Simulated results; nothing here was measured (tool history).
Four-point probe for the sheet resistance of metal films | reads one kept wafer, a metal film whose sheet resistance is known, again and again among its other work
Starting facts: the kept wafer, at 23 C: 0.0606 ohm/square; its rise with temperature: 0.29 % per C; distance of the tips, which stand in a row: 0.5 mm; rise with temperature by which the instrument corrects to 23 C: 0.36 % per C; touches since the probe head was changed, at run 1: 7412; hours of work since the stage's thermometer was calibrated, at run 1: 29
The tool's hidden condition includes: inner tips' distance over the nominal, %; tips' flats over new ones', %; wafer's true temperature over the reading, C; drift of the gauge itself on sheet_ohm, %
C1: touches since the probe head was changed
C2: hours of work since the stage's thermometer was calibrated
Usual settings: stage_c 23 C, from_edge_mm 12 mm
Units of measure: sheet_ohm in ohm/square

Run 1, hour 0: usual settings; C1 7412; C2 29. Result: sheet_ohm 0.060574 ohm/square.
Run 2, hour 20.8: usual settings; C1 7643; C2 38. Result: sheet_ohm 0.060608 ohm/square.
Run 3, hour 55.4: usual settings; C1 8028; C2 53. Result: sheet_ohm 0.060572 ohm/square.
Run 4, hour 87.8: usual settings; C1 8387; C2 68. Result: sheet_ohm 0.060583 ohm/square.
Run 5, hour 107.6: usual settings; C1 8607; C2 76. Result: sheet_ohm 0.060601 ohm/square.
Run 6, hour 137.3: usual settings; C1 8937; C2 89. Result: sheet_ohm 0.060592 ohm/square.
Run 7, hour 166.6: usual settings; C1 9264; C2 102. Result: sheet_ohm 0.060602 ohm/square.
Run 8, hour 204.1: usual settings; C1 9680; C2 119. Result: sheet_ohm 0.060589 ohm/square.
Run 9, hour 245.8: usual settings; C1 10143; C2 138. Result: sheet_ohm 0.060585 ohm/square.
Run 10, hour 287.2: usual settings; C1 10603; C2 156. Result: sheet_ohm 0.060587 ohm/square.
Run 11, hour 304.9: usual settings; C1 10801; C2 164. Result: sheet_ohm 0.060581 ohm/square.
Run 12, hour 332.2: usual settings; C1 11104; C2 176. Result: sheet_ohm 0.06059 ohm/square.
Run 13, hour 355.1: usual settings; C1 11358; C2 186. Result: sheet_ohm 0.060612 ohm/square.
Run 14, hour 372.7: usual settings; C1 11554; C2 194. Result: sheet_ohm 0.060573 ohm/square.
Run 15, hour 398: usual settings but stage_c 31 C; C1 11836; C2 205. Result: sheet_ohm 0.060284 ohm/square.
Run 16, hour 438: usual settings but stage_c 31 C; C1 12280; C2 223. Result: sheet_ohm 0.060283 ohm/square.
Run 17, hour 456.8: usual settings but stage_c 31 C; C1 12489; C2 231. Result: sheet_ohm 0.060286 ohm/square.
Run 18, hour 483.3: usual settings but stage_c 31 C; C1 12783; C2 243. Result: sheet_ohm 0.060277 ohm/square.
Run 19, hour 521.5: usual settings but stage_c 26 C, from_edge_mm 6 mm; C1 13208; C2 260. Result: sheet_ohm 0.06065 ohm/square.
Run 20, hour 553.3: usual settings but stage_c 26 C, from_edge_mm 6 mm; C1 13561; C2 274. Result: sheet_ohm 0.060657 ohm/square.
Run 21, hour 582.1: usual settings but stage_c 28 C, from_edge_mm 9 mm; C1 13881; C2 287. Result: sheet_ohm 0.060432 ohm/square.
Run 22, hour 615: usual settings but stage_c 28 C, from_edge_mm 27 mm; C1 14247; C2 301. Result: sheet_ohm 0.060361 ohm/square.
Run 23, hour 653.5: usual settings but stage_c 28 C, from_edge_mm 27 mm; C1 14674; C2 318. Result: sheet_ohm 0.06035 ohm/square.
Run 24, hour 695.9: usual settings but stage_c 28 C, from_edge_mm 27 mm; C1 15146; C2 337. Result: sheet_ohm 0.060347 ohm/square.
Run 25, hour 719.3: usual settings but stage_c 28 C, from_edge_mm 27 mm; C1 15405; C2 347. Result: sheet_ohm 0.060365 ohm/square.
Run 26, hour 747.8: usual settings but stage_c 34 C, from_edge_mm 5 mm; C1 15723; C2 360. Result: sheet_ohm 0.060432 ohm/square.
Run 27, hour 777.3: usual settings but stage_c 22 C, from_edge_mm 46 mm; C1 16050; C2 373. Result: sheet_ohm 0.060592 ohm/square.
Run 28, hour 811.9: usual settings but stage_c 24 C, from_edge_mm 18 mm; C1 16435; C2 388. Result: sheet_ohm 0.060557 ohm/square.
Run 29, hour 834.2: usual settings but stage_c 29 C, from_edge_mm 18 mm; C1 16683; C2 398. Result: sheet_ohm 0.060337 ohm/square.
Run 30, hour 856.8: usual settings but stage_c 29 C, from_edge_mm 18 mm; C1 16935; C2 408. Result: sheet_ohm 0.060357 ohm/square.
Run 31, hour 893.2: usual settings but stage_c 32 C, from_edge_mm 36 mm; C1 17338; C2 424. Result: sheet_ohm 0.060198 ohm/square.
Run 32, hour 914.3: usual settings but stage_c 32 C, from_edge_mm 36 mm; C1 17573; C2 434. Result: sheet_ohm 0.060193 ohm/square.
Run 33, hour 938.6: usual settings but stage_c 32 C, from_edge_mm 36 mm; C1 17843; C2 444. Result: sheet_ohm 0.060203 ohm/square.
Run 34, hour 962.5: usual settings but stage_c 32 C, from_edge_mm 36 mm; C1 18108; C2 455. Result: sheet_ohm 0.060218 ohm/square.
Run 35, hour 996.1: usual settings but stage_c 32 C, from_edge_mm 36 mm; C1 18483; C2 470. Result: sheet_ohm 0.060203 ohm/square.
Run 36, hour 1020.5: usual settings but stage_c 32 C, from_edge_mm 36 mm; C1 18753; C2 481. Result: sheet_ohm 0.060186 ohm/square.

Results per run with the tool's hidden condition removed, run-to-run variation unchanged:
run  sheet_ohm
  1   0.060648
  2   0.060681
  3   0.060644
  4   0.060654
  5   0.060671
  6   0.060661
  7    0.06067
  8   0.060655
  9   0.060649
 10    0.06065
 11   0.060642
 12   0.060651
 13   0.060672
 14   0.060632
 15   0.060342
 16    0.06034
 17   0.060342
 18   0.060332
 19   0.060703
 20   0.060709
 21   0.060483
 22    0.06041
 23   0.060398
 24   0.060393
 25   0.060411
 26   0.060477
 27   0.060635
 28   0.060598
 29   0.060378
 30   0.060397
 31   0.060237
 32   0.060231
 33   0.060239
 34   0.060254
 35   0.060237
 36   0.060219
